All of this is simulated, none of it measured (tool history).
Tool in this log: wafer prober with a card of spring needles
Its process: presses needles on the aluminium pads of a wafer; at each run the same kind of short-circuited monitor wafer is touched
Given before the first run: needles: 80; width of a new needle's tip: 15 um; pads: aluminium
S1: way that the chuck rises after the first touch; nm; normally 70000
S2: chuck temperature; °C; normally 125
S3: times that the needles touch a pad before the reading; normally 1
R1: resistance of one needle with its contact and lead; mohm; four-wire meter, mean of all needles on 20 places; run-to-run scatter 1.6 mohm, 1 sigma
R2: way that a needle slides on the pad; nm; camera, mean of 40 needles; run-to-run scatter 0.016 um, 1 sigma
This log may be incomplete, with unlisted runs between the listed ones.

{"run": 1, "hour": 0.0, "S1": 70000, "S2": 125, "S3": 1, "R1": 192, "R2": 15530}
{"hour": 8.4, "done": "tips cleaned on abrasive film"}
{"hour": 19.6, "done": "tips cleaned on abrasive film"}
{"run": 2, "hour": 29.1, "S1": 60000, "S2": 125, "S3": 1, "R1": 230, "R2": 13250}
{"hour": 31.9, "done": "tips cleaned on abrasive film"}
{"hour": 43.1, "done": "tips cleaned on abrasive film"}
{"hour": 54.3, "done": "tips cleaned on abrasive film"}
{"run": 3, "hour": 57.9, "S1": 60000, "S2": 125, "S3": 1, "R1": 207, "R2": 13180}
{"hour": 66.3, "done": "tips cleaned on abrasive film"}
{"hour": 69.3, "done": "height of the first contact set anew"}
{"hour": 77.7, "done": "tips cleaned on abrasive film"}
{"hour": 91.7, "done": "tips cleaned on abrasive film"}
{"hour": 105.6, "done": "tips cleaned on abrasive film"}
{"hour": 119.5, "done": "tips cleaned on abrasive film"}
{"run": 4, "hour": 122.1, "S1": 60000, "S2": 125, "S3": 1, "R1": 203, "R2": 13340}
{"hour": 133.2, "done": "tips cleaned on abrasive film"}
{"hour": 146.9, "done": "tips cleaned on abrasive film"}
{"hour": 158.1, "done": "tips cleaned on abrasive film"}
{"run": 5, "hour": 161.3, "S1": 70000, "S2": 125, "S3": 1, "R1": 194, "R2": 15520}
{"hour": 169.7, "done": "tips cleaned on abrasive film"}
{"hour": 183.6, "done": "tips cleaned on abrasive film"}
{"hour": 194.8, "done": "tips cleaned on abrasive film"}
{"hour": 206.0, "done": "tips cleaned on abrasive film"}
{"hour": 206.3, "done": "height of the first contact set anew"}
{"hour": 217.4, "done": "tips cleaned on abrasive film"}
{"run": 6, "hour": 219.5, "S1": 70000, "S2": 125, "S3": 1, "R1": 188, "R2": 15660}
{"hour": 230.7, "done": "tips cleaned on abrasive film"}
{"hour": 244.6, "done": "tips cleaned on abrasive film"}
{"hour": 255.7, "done": "tips cleaned on abrasive film"}
{"hour": 269.6, "done": "tips cleaned on abrasive film"}
{"run": 7, "hour": 279.9, "S1": 70000, "S2": 125, "S3": 1, "R1": 218, "R2": 15520}
{"hour": 282.8, "done": "tips cleaned on abrasive film"}
{"hour": 294.0, "done": "tips cleaned on abrasive film"}
{"hour": 307.9, "done": "tips cleaned on abrasive film"}
{"hour": 319.0, "done": "tips cleaned on abrasive film"}
{"hour": 330.2, "done": "tips cleaned on abrasive film"}
{"run": 8, "hour": 336.2, "S1": 70000, "S2": 125, "S3": 1, "R1": 202, "R2": 15450}
{"hour": 341.9, "done": "tips cleaned on abrasive film"}
{"hour": 342.2, "done": "height of the first contact set anew"}
{"hour": 355.9, "done": "tips cleaned on abrasive film"}
{"hour": 369.9, "done": "tips cleaned on abrasive film"}
{"run": 9, "hour": 376.6, "S1": 70000, "S2": 125, "S3": 1, "R1": 211, "R2": 15610}
{"hour": 382.2, "done": "tips cleaned on abrasive film"}
{"hour": 396.0, "done": "tips cleaned on abrasive film"}
{"hour": 410.0, "done": "tips cleaned on abrasive film"}
{"hour": 423.8, "done": "tips cleaned on abrasive film"}
{"run": 10, "hour": 431.4, "S1": 70000, "S2": 125, "S3": 1, "R1": 213, "R2": 15540}
{"hour": 437.0, "done": "tips cleaned on abrasive film"}
{"hour": 448.1, "done": "tips cleaned on abrasive film"}
{"hour": 459.3, "done": "tips cleaned on abrasive film"}
{"hour": 470.5, "done": "tips cleaned on abrasive film"}
{"run": 11, "hour": 475.7, "S1": 70000, "S2": 34, "S3": 1, "R1": 187, "R2": 15390}
{"hour": 478.6, "done": "height of the first contact set anew"}
{"hour": 484.2, "done": "tips cleaned on abrasive film"}
{"hour": 495.4, "done": "tips cleaned on abrasive film"}
{"hour": 509.3, "done": "tips cleaned on abrasive film"}
{"hour": 523.1, "done": "tips cleaned on abrasive film"}
{"run": 12, "hour": 532.9, "S1": 70000, "S2": 125, "S3": 1, "R1": 215, "R2": 15580}
{"hour": 535.8, "done": "tips cleaned on abrasive film"}
{"hour": 549.7, "done": "tips cleaned on abrasive film"}
{"hour": 560.9, "done": "tips cleaned on abrasive film"}
{"run": 13, "hour": 564.3, "S1": 70000, "S2": 125, "S3": 1, "R1": 194, "R2": 15500}
{"hour": 572.7, "done": "tips cleaned on abrasive film"}
{"hour": 583.8, "done": "tips cleaned on abrasive film"}
{"hour": 597.8, "done": "tips cleaned on abrasive film"}
{"run": 14, "hour": 600.7, "S1": 84000, "S2": 114, "S3": 1, "R1": 182, "R2": 18540}
{"hour": 609.1, "done": "tips cleaned on abrasive film"}
{"hour": 615.0, "done": "height of the first contact set anew"}
{"hour": 623.4, "done": "tips cleaned on abrasive film"}
{"run": 15, "hour": 626.9, "S1": 84000, "S2": 114, "S3": 1, "R1": 184, "R2": 18740}
{"hour": 635.3, "done": "tips cleaned on abrasive film"}
{"hour": 646.5, "done": "tips cleaned on abrasive film"}
{"hour": 657.6, "done": "tips cleaned on abrasive film"}
{"hour": 671.5, "done": "tips cleaned on abrasive film"}
{"hour": 682.7, "done": "tips cleaned on abrasive film"}
{"run": 16, "hour": 689.1, "S1": 70000, "S2": 125, "S3": 2, "R1": 191, "R2": 15510}
{"hour": 694.7, "done": "tips cleaned on abrasive film"}
{"hour": 705.9, "done": "tips cleaned on abrasive film"}
{"run": 17, "hour": 715.3, "S1": 72000, "S2": 29, "S3": 1, "R1": 210, "R2": 15940}
{"hour": 718.2, "done": "tips cleaned on abrasive film"}
{"hour": 732.1, "done": "tips cleaned on abrasive film"}
{"hour": 746.1, "done": "tips cleaned on abrasive film"}
{"hour": 751.9, "done": "height of the first contact set anew"}
{"run": 18, "hour": 752.7, "S1": 53000, "S2": 47, "S3": 1, "R1": 241, "R2": 11860}
{"hour": 758.3, "done": "tips cleaned on abrasive film"}
{"hour": 769.5, "done": "tips cleaned on abrasive film"}
{"hour": 780.7, "done": "tips cleaned on abrasive film"}
{"hour": 791.8, "done": "tips cleaned on abrasive film"}
{"hour": 803.0, "done": "tips cleaned on abrasive film"}
{"run": 19, "hour": 805.4, "S1": 71000, "S2": 47, "S3": 3, "R1": 163, "R2": 15790}
{"hour": 816.6, "done": "tips cleaned on abrasive film"}
{"hour": 830.5, "done": "tips cleaned on abrasive film"}
{"hour": 841.7, "done": "tips cleaned on abrasive film"}
{"run": 20, "hour": 844.3, "S1": 71000, "S2": 47, "S3": 3, "R1": 164, "R2": 15670}
{"hour": 855.4, "done": "tips cleaned on abrasive film"}
{"hour": 869.4, "done": "tips cleaned on abrasive film"}
{"hour": 883.3, "done": "tips cleaned on abrasive film"}
{"hour": 886.4, "done": "height of the first contact set anew"}
{"run": 21, "hour": 892.2, "S1": 53000, "S2": 35, "S3": 2, "R1": 217, "R2": 11870}
{"hour": 895.0, "done": "tips cleaned on abrasive film"}
{"hour": 908.9, "done": "tips cleaned on abrasive film"}
{"hour": 920.1, "done": "tips cleaned on abrasive film"}
{"hour": 934.0, "done": "tips cleaned on abrasive film"}
{"run": 22, "hour": 936.0, "S1": 53000, "S2": 35, "S3": 2, "R1": 185, "R2": 11770}
{"hour": 947.2, "done": "tips cleaned on abrasive film"}
{"hour": 961.1, "done": "tips cleaned on abrasive film"}
{"run": 23, "hour": 966.1, "S1": 54000, "S2": 48, "S3": 2, "R1": 203, "R2": 11940}
{"hour": 974.5, "done": "tips cleaned on abrasive film"}
{"hour": 985.7, "done": "tips cleaned on abrasive film"}
{"hour": 996.8, "done": "tips cleaned on abrasive film"}
{"hour": 1010.8, "done": "tips cleaned on abrasive film"}
{"hour": 1022.1, "done": "height of the first contact set anew"}
{"hour": 1025.0, "done": "tips cleaned on abrasive film"}
{"run": 24, "hour": 1027.7, "S1": 61000, "S2": 105, "S3": 1, "R1": 204, "R2": 13630}
{"hour": 1038.7, "done": "tips cleaned on abrasive film"}
{"hour": 1049.9, "done": "tips cleaned on abrasive film"}
{"hour": 1063.8, "done": "tips cleaned on abrasive film"}
{"run": 25, "hour": 1064.3, "S1": 68000, "S2": 54, "S3": 2, "R1": 164, "R2": 15140}
{"hour": 1075.4, "done": "tips cleaned on abrasive film"}
{"hour": 1089.4, "done": "tips cleaned on abrasive film"}
{"hour": 1103.3, "done": "tips cleaned on abrasive film"}
{"run": 26, "hour": 1114.0, "S1": 68000, "S2": 54, "S3": 2, "R1": 197, "R2": 15100}

Predict each of these 3 candidate next runs independently; none follows another, all start after run 26:
{"hour": 1116.9, "done": "tips cleaned on abrasive film"}
{"hour": 1128.1, "done": "tips cleaned on abrasive film"}
{"hour": 1142.0, "done": "tips cleaned on abrasive film"}
{"hour": 1153.2, "done": "tips cleaned on abrasive film"}
{"hour": 1159.0, "done": "height of the first contact set anew"}
{"hour": 1164.6, "done": "tips cleaned on abrasive film"}
{"run": "A", "hour": 1170.0, "S1": 85000, "S2": 53, "S3": 2, "R1": "?", "R2": "?"}
{"hour": 1116.9, "done": "tips cleaned on abrasive film"}
{"hour": 1128.1, "done": "tips cleaned on abrasive film"}
{"hour": 1142.0, "done": "tips cleaned on abrasive film"}
{"hour": 1153.2, "done": "tips cleaned on abrasive film"}
{"hour": 1159.0, "done": "height of the first contact set anew"}
{"hour": 1164.6, "done": "tips cleaned on abrasive film"}
{"run": "B", "hour": 1170.0, "S1": 69000, "S2": 52, "S3": 3, "R1": "?", "R2": "?"}
{"hour": 1116.9, "done": "tips cleaned on abrasive film"}
{"hour": 1128.1, "done": "tips cleaned on abrasive film"}
{"hour": 1142.0, "done": "tips cleaned on abrasive film"}
{"hour": 1153.2, "done": "tips cleaned on abrasive film"}
{"hour": 1159.0, "done": "height of the first contact set anew"}
{"hour": 1164.6, "done": "tips cleaned on abrasive film"}
{"run": "C", "hour": 1170.0, "S1": 68000, "S2": 63, "S3": 2, "R1": "?", "R2": "?"}

run=A R1=176 R2=19000
run=B R1=175 R2=15440
run=C R1=185 R2=15210
Without the tool's hidden state the same runs would have given:
run=A R1=150 R2=19030
run=B R1=151 R2=15460
run=C R1=149 R2=15240

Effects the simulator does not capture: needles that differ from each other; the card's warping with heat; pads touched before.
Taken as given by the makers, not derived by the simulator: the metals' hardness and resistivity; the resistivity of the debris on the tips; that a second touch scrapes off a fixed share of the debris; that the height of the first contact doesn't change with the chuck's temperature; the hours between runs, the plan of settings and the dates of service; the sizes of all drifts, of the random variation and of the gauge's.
